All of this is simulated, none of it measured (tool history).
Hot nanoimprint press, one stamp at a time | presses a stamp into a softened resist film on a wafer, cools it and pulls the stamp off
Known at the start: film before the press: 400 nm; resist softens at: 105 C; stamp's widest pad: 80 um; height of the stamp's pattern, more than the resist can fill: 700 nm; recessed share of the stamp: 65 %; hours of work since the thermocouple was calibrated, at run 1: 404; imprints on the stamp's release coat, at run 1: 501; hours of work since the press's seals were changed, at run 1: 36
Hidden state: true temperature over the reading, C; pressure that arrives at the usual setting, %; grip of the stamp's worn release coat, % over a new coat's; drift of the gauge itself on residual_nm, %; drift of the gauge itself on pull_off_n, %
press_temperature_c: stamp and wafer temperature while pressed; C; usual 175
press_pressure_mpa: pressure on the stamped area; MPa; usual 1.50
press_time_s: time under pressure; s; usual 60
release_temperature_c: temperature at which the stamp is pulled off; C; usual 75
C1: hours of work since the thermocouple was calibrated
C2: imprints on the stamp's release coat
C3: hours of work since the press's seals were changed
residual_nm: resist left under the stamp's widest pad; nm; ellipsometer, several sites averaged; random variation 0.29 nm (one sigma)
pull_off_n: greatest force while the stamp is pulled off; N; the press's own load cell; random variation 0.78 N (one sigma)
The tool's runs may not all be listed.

Run 1, hour 0.0: usual settings; C1 404; C2 501; C3 36. Result: residual_nm 192.7 nm, pull_off_n 179.9 N.
Run 2, hour 22.8: usual settings; C1 421; C2 570; C3 53. Result: residual_nm 192.6 nm, pull_off_n 179.4 N.
Run 3, hour 36.7: usual settings but press_pressure_mpa 0.97 MPa; C1 431; C2 611; C3 63. Result: residual_nm 237.0 nm, pull_off_n 179.8 N.
Run 4, hour 49.7: usual settings but press_pressure_mpa 0.97 MPa; C1 440; C2 651; C3 72. Result: residual_nm 236.7 nm, pull_off_n 180.5 N.
At hour 64.8: stamp cleaned and given a new release coat.
At hour 76.8: plate thermocouple calibrated.
Run 5, hour 81.6: usual settings but press_pressure_mpa 0.97 MPa; C1 4; C2 41; C3 89. Result: residual_nm 237.1 nm, pull_off_n 180.5 N.
Run 6, hour 104.5: usual settings but release_temperature_c 70 C; C1 20; C2 110; C3 106. Result: residual_nm 193.1 nm, pull_off_n 183.7 N.
Run 7, hour 123.1: usual settings but release_temperature_c 70 C; C1 34; C2 166; C3 119. Result: residual_nm 192.5 nm, pull_off_n 184.5 N.
Run 8, hour 133.3: usual settings but release_temperature_c 70 C; C1 41; C2 197; C3 126. Result: residual_nm 192.8 nm, pull_off_n 185.2 N.
Run 9, hour 143.0: usual settings but release_temperature_c 70 C; C1 48; C2 226; C3 133. Result: residual_nm 192.9 nm, pull_off_n 185.9 N.
Run 10, hour 158.7: usual settings but press_pressure_mpa 1.16 MPa, release_temperature_c 70 C; C1 59; C2 273; C3 145. Result: residual_nm 218.8 nm, pull_off_n 185.3 N.
Run 11, hour 175.1: usual settings but press_pressure_mpa 1.16 MPa, release_temperature_c 73 C; C1 71; C2 322; C3 157. Result: residual_nm 218.8 nm, pull_off_n 182.4 N.
Run 12, hour 188.8: usual settings but press_time_s 107 s; C1 81; C2 364; C3 167. Result: residual_nm 158.3 nm, pull_off_n 179.6 N.
Run 13, hour 199.5: usual settings but press_pressure_mpa 1.35 MPa, press_time_s 107 s; C1 89; C2 396; C3 174. Result: residual_nm 166.4 nm, pull_off_n 180.3 N.
Run 14, hour 212.3: usual settings; C1 98; C2 434; C3 184. Result: residual_nm 192.8 nm, pull_off_n 180.4 N.
Run 15, hour 225.4: usual settings; C1 108; C2 474; C3 193. Result: residual_nm 193.2 nm, pull_off_n 179.9 N.
Run 16, hour 245.2: usual settings but press_temperature_c 168 C, press_pressure_mpa 2.02 MPa, press_time_s 66 s, release_temperature_c 76 C; C1 122; C2 533; C3 208. Result: residual_nm 201.0 nm, pull_off_n 177.9 N.
Run 17, hour 259.9: usual settings but press_pressure_mpa 1.84 MPa, press_time_s 36 s; C1 133; C2 577; C3 218. Result: residual_nm 206.0 nm, pull_off_n 181.2 N.
Run 18, hour 272.3: usual settings but press_time_s 62 s, release_temperature_c 70 C; C1 142; C2 615; C3 227. Result: residual_nm 190.4 nm, pull_off_n 184.8 N.
At hour 299.2: stamp cleaned and given a new release coat.
Run 19, hour 299.2: usual settings but press_temperature_c 178 C, press_pressure_mpa 1.42 MPa, press_time_s 56 s, release_temperature_c 79 C; C1 157; C2 0; C3 242. Result: residual_nm 185.8 nm, pull_off_n 173.8 N.
Run 20, hour 318.9: usual settings but press_temperature_c 174 C, press_pressure_mpa 1.42 MPa, press_time_s 64 s, release_temperature_c 66 C; C1 171; C2 59; C3 257. Result: residual_nm 199.6 nm, pull_off_n 189.4 N.
Run 21, hour 331.8: usual settings but press_temperature_c 166 C, press_pressure_mpa 1.42 MPa, press_time_s 64 s, release_temperature_c 63 C; C1 180; C2 98; C3 266. Result: residual_nm 253.0 nm, pull_off_n 193.2 N.
Run 22, hour 343.1: usual settings but press_temperature_c 166 C, press_pressure_mpa 1.42 MPa, press_time_s 112 s, release_temperature_c 63 C; C1 189; C2 132; C3 274. Result: residual_nm 214.0 nm, pull_off_n 193.2 N.
Run 23, hour 354.0: usual settings but press_temperature_c 186 C; C1 197; C2 164; C3 282. Result: residual_nm 140.1 nm, pull_off_n 179.1 N.
Run 24, hour 365.7: usual settings but press_temperature_c 163 C, press_time_s 39 s; C1 205; C2 200; C3 291. Result: residual_nm 301.3 nm, pull_off_n 180.3 N.
Run 25, hour 383.6: usual settings but press_temperature_c 163 C, press_time_s 39 s; C1 218; C2 254; C3 303. Result: residual_nm 300.1 nm, pull_off_n 179.1 N.
Run 26, hour 399.0: usual settings but press_time_s 98 s, release_temperature_c 65 C; C1 229; C2 300; C3 315. Result: residual_nm 162.7 nm, pull_off_n 190.0 N.
Run 27, hour 413.2: usual settings but press_time_s 98 s, release_temperature_c 65 C; C1 239; C2 342; C3 325. Result: residual_nm 162.8 nm, pull_off_n 191.3 N.
Run 28, hour 431.9: usual settings but press_temperature_c 176 C, press_pressure_mpa 1.05 MPa, press_time_s 98 s, release_temperature_c 65 C; C1 253; C2 399; C3 338. Result: residual_nm 189.8 nm, pull_off_n 191.5 N.
Run 29, hour 455.0: usual settings but press_temperature_c 176 C, press_pressure_mpa 1.05 MPa, press_time_s 98 s, release_temperature_c 65 C; C1 270; C2 468; C3 355. Result: residual_nm 190.2 nm, pull_off_n 191.2 N.
Run 30, hour 478.8: usual settings but press_temperature_c 181 C, press_pressure_mpa 0.97 MPa, press_time_s 56 s; C1 287; C2 540; C3 372. Result: residual_nm 207.1 nm, pull_off_n 178.9 N.

4 ways to go on from here, each from the tool as it stands after run 30. What would each give?
Run A, hour 494.4: usual settings but press_temperature_c 180 C, press_pressure_mpa 1.61 MPa, release_temperature_c 63 C; C1 298; C2 587; C3 384. Result: residual_nm ?, pull_off_n ?.
Run B, hour 494.4: usual settings but press_temperature_c 185 C, press_pressure_mpa 1.79 MPa, press_time_s 56 s, release_temperature_c 74 C; C1 298; C2 587; C3 384. Result: residual_nm ?, pull_off_n ?.
Run C, hour 494.4: usual settings but press_time_s 44 s; C1 298; C2 587; C3 384. Result: residual_nm ?, pull_off_n ?.
Run D, hour 494.4: usual settings but press_temperature_c 181 C, press_pressure_mpa 1.58 MPa, press_time_s 56 s; C1 298; C2 587; C3 384. Result: residual_nm ?, pull_off_n ?.

run  residual_nm  pull_off_n
  A        160.1       193.1
  B        134.2       182.2
  C        214.1       181.3
  D        161.6       180.2
Without the tool's hidden state the same runs would have given:
run  residual_nm  pull_off_n
  A        160.1       192.8
  B        134.2       181.9
  C        214.1       181.1
  D        161.6       180.0
